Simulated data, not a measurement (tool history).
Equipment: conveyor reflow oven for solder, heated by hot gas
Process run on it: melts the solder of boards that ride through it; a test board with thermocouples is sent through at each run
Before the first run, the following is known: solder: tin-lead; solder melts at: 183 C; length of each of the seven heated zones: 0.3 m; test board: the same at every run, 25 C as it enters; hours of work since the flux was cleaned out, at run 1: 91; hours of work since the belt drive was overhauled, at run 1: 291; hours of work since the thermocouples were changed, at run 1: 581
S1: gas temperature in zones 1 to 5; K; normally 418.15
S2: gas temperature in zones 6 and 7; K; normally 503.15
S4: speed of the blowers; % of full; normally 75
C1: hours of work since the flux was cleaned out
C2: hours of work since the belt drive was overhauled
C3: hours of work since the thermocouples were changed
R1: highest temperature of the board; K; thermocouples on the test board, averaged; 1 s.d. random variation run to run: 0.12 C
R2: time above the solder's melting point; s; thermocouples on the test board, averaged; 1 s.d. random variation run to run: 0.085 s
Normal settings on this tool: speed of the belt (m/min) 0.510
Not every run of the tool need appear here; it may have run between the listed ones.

{"run": 1, "day": 0.0, "S1": 418.15, "S2": 503.15, "speed of the belt (m/min)": 0.51, "S4": 75, "C1": 91, "C2": 291, "C3": 581, "R1": 487.35, "R2": 53.66}
{"run": 2, "day": 0.667, "S1": 418.15, "S2": 503.15, "speed of the belt (m/min)": 0.51, "S4": 75, "C1": 102, "C2": 302, "C3": 591, "R1": 487.45, "R2": 53.69}
{"run": 3, "day": 1.029, "S1": 418.15, "S2": 503.15, "speed of the belt (m/min)": 0.51, "S4": 75, "C1": 107, "C2": 307, "C3": 597, "R1": 487.05, "R2": 53.68}
{"run": 4, "day": 1.421, "S1": 418.15, "S2": 503.15, "speed of the belt (m/min)": 0.463, "S4": 75, "C1": 113, "C2": 314, "C3": 603, "R1": 489.65, "R2": 61.93}
{"run": 5, "day": 2.046, "S1": 418.15, "S2": 503.15, "speed of the belt (m/min)": 0.463, "S4": 75, "C1": 123, "C2": 323, "C3": 613, "R1": 489.85, "R2": 61.87}
{"run": 6, "day": 2.638, "S1": 418.15, "S2": 503.15, "speed of the belt (m/min)": 0.463, "S4": 75, "C1": 133, "C2": 333, "C3": 622, "R1": 489.75, "R2": 61.75}
{"run": 7, "day": 3.367, "S1": 418.15, "S2": 503.15, "speed of the belt (m/min)": 0.463, "S4": 75, "C1": 144, "C2": 344, "C3": 634, "R1": 489.75, "R2": 61.83}
{"run": 8, "day": 4.088, "S1": 418.15, "S2": 503.15, "speed of the belt (m/min)": 0.463, "S4": 75, "C1": 155, "C2": 356, "C3": 645, "R1": 489.55, "R2": 61.76}
{"run": 9, "day": 4.704, "S1": 418.15, "S2": 503.15, "speed of the belt (m/min)": 0.51, "S4": 75, "C1": 165, "C2": 365, "C3": 655, "R1": 487.05, "R2": 53.55}
{"run": 10, "day": 5.2, "S1": 418.15, "S2": 503.15, "speed of the belt (m/min)": 0.51, "S4": 75, "C1": 173, "C2": 373, "C3": 663, "R1": 486.75, "R2": 53.54}
{"day": 5.471, "done": "flux residue cleaned out of gas plates and filters"}
{"run": 11, "day": 6.021, "S1": 418.15, "S2": 503.15, "speed of the belt (m/min)": 0.51, "S4": 75, "C1": 9, "C2": 383, "C3": 672, "R1": 486.65, "R2": 53.04}
{"run": 12, "day": 6.608, "S1": 418.15, "S2": 503.15, "speed of the belt (m/min)": 0.51, "S4": 75, "C1": 18, "C2": 392, "C3": 682, "R1": 486.35, "R2": 53.09}
{"run": 13, "day": 7.225, "S1": 418.15, "S2": 503.15, "speed of the belt (m/min)": 0.51, "S4": 75, "C1": 28, "C2": 402, "C3": 691, "R1": 486.65, "R2": 52.95}
{"run": 14, "day": 7.721, "S1": 418.15, "S2": 503.15, "speed of the belt (m/min)": 0.51, "S4": 75, "C1": 35, "C2": 410, "C3": 699, "R1": 486.35, "R2": 53.1}
{"day": 8.592, "done": "flux residue cleaned out of gas plates and filters, once more"}
{"run": 15, "day": 8.621, "S1": 418.15, "S2": 513.15, "speed of the belt (m/min)": 0.51, "S4": 75, "C1": 0, "C2": 420, "C3": 710, "R1": 495.95, "R2": 59.72}
{"run": 16, "day": 8.946, "S1": 418.15, "S2": 503.15, "speed of the belt (m/min)": 0.51, "S4": 51, "C1": 6, "C2": 426, "C3": 715, "R1": 482.95, "R2": 49.32}
{"run": 17, "day": 9.396, "S1": 406.15, "S2": 508.15, "speed of the belt (m/min)": 0.536, "S4": 64, "C1": 13, "C2": 433, "C3": 722, "R1": 485.75, "R2": 45.26}
{"run": 18, "day": 10.021, "S1": 413.15, "S2": 512.15, "speed of the belt (m/min)": 0.461, "S4": 78, "C1": 23, "C2": 443, "C3": 732, "R1": 497.65, "R2": 65.82}
{"run": 19, "day": 10.646, "S1": 418.15, "S2": 492.15, "speed of the belt (m/min)": 0.417, "S4": 75, "C1": 32, "C2": 452, "C3": 742, "R1": 481.95, "R2": 63.22}
{"run": 20, "day": 11.321, "S1": 418.15, "S2": 492.15, "speed of the belt (m/min)": 0.417, "S4": 75, "C1": 43, "C2": 463, "C3": 753, "R1": 481.85, "R2": 63.32}
{"run": 21, "day": 11.888, "S1": 418.15, "S2": 492.15, "speed of the belt (m/min)": 0.417, "S4": 75, "C1": 52, "C2": 472, "C3": 762, "R1": 481.85, "R2": 63.29}
{"run": 22, "day": 12.492, "S1": 405.15, "S2": 504.15, "speed of the belt (m/min)": 0.51, "S4": 85, "C1": 61, "C2": 481, "C3": 771, "R1": 487.05, "R2": 49.66}
{"run": 23, "day": 12.983, "S1": 414.15, "S2": 503.15, "speed of the belt (m/min)": 0.476, "S4": 75, "C1": 69, "C2": 489, "C3": 779, "R1": 488.25, "R2": 57.5}
{"run": 24, "day": 13.658, "S1": 414.15, "S2": 514.15, "speed of the belt (m/min)": 0.447, "S4": 66, "C1": 80, "C2": 500, "C3": 790, "R1": 498.45, "R2": 68.73}
{"run": 25, "day": 14.379, "S1": 405.15, "S2": 507.15, "speed of the belt (m/min)": 0.44, "S4": 86, "C1": 91, "C2": 511, "C3": 801, "R1": 493.85, "R2": 64.31}
{"run": 26, "day": 14.729, "S1": 416.15, "S2": 510.15, "speed of the belt (m/min)": 0.44, "S4": 86, "C1": 97, "C2": 517, "C3": 806, "R1": 497.85, "R2": 70.82}
{"run": 27, "day": 15.45, "S1": 416.15, "S2": 510.15, "speed of the belt (m/min)": 0.44, "S4": 86, "C1": 108, "C2": 528, "C3": 818, "R1": 497.85, "R2": 70.83}
{"run": 28, "day": 16.038, "S1": 418.15, "S2": 503.15, "speed of the belt (m/min)": 0.51, "S4": 58, "C1": 117, "C2": 537, "C3": 827, "R1": 483.75, "R2": 50.45}
{"run": 29, "day": 16.642, "S1": 418.15, "S2": 495.15, "speed of the belt (m/min)": 0.51, "S4": 75, "C1": 127, "C2": 547, "C3": 837, "R1": 479.65, "R2": 47.65}
{"run": 30, "day": 17.229, "S1": 418.15, "S2": 495.15, "speed of the belt (m/min)": 0.51, "S4": 75, "C1": 136, "C2": 556, "C3": 846, "R1": 479.65, "R2": 47.66}
{"run": 31, "day": 17.617, "S1": 418.15, "S2": 495.15, "speed of the belt (m/min)": 0.51, "S4": 75, "C1": 142, "C2": 562, "C3": 852, "R1": 479.75, "R2": 47.59}

What if the next run were any one of these 3? Each begins from the tool's condition after run 31:
{"run": "A", "day": 18.071, "S1": 418.15, "S2": 503.15, "speed of the belt (m/min)": 0.482, "S4": 75, "C1": 149, "C2": 569, "C3": 859, "R1": "?", "R2": "?"}
{"run": "B", "day": 18.071, "S1": 418.15, "S2": 495.15, "speed of the belt (m/min)": 0.51, "S4": 75, "C1": 149, "C2": 569, "C3": 859, "R1": "?", "R2": "?"}
{"run": "C", "day": 18.071, "S1": 413.15, "S2": 495.15, "speed of the belt (m/min)": 0.56, "S4": 52, "C1": 149, "C2": 569, "C3": 859, "R1": "?", "R2": "?"}

run=A R1=488.05 R2=58.32
run=B R1=479.45 R2=47.57
run=C R1=471.85 R2=30.55
With no hidden state in the tool, these same runs would have given:
run=A R1=489.95 R2=58.77
run=B R1=481.35 R2=48.54
run=C R1=473.45 R2=32.02
